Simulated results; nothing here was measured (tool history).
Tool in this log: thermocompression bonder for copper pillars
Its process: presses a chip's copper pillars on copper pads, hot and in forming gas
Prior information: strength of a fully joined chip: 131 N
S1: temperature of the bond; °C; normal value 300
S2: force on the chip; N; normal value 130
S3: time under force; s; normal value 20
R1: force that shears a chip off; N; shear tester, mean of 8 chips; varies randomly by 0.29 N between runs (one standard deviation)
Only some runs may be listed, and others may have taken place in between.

run	hour	S1	S2	S3	R1
1	0	300	130	20	48.5
2	57.5	300	130	20	47.7
3	126.2	300	130	20	48
4	179.5	300	130	20	47.5
5	209.7	300	130	20	47.3
6	273.2	300	130	20	47.9
7	316.3	308	130	20	51.9
# hour 337.5: forming gas filter changed
8	364.9	308	130	20	54.7
# hour 375.5: force cell calibrated
9	424.7	324	130	20	65.6
10	480.5	291	130	20	45.9
11	524.4	291	130	20	45.9
12	574.5	300	130	20	51.1
# hour 608: heater calibrated with a thermocouple chip
13	646.8	270	152	46	49.6
14	703.2	270	152	46	49.5
15	757.8	315	111	27	56.3
16	800.2	289	120	24	42
# hour 808.7: forming gas filter changed
17	871.8	285	105	18	34.5
18	917.5	296	105	43	55.1
19	957.6	315	160	51	88
20	1024.3	272	82	51	36.6
21	1092.2	279	82	20	27.2
22	1129.8	305	92	10	30.5
23	1165.8	312	132	39	70.4
24	1213.3	312	132	39	69.8

How would selected steps in R1 from run to run divide? Give the signed amount a tool lacking its hidden state would still show from settings, what came in and random variation, and the signed amount left for the hidden state, including any gauge scatter that is not in both of the compared results.
Unlogged tool condition in this case: true temperature of the bond over the reading, C; force that reaches the chip, % of what is set; oxide that the forming gas leaves, % of the face; drift of the gauge itself on shear_n, %.
Run 7 -> 8: forming gas filter changed. R1 +2.8 N: hidden state +3.3, all else -0.5.
Run 12 -> 13: S1 300 -> 270, S2 130 -> 152, S3 20 -> 46, heater calibrated with a thermocouple chip. R1 -1.5 N: hidden state -3.5, all else +2.
Run 19 -> 20: S1 315 -> 272, S2 160 -> 82. R1 -51.4 N: hidden state +0.6, all else -52.
Run 22 -> 23: S1 305 -> 312, S2 92 -> 132, S3 10 -> 39. R1 +39.9 N: hidden state -1.1, all else +41.
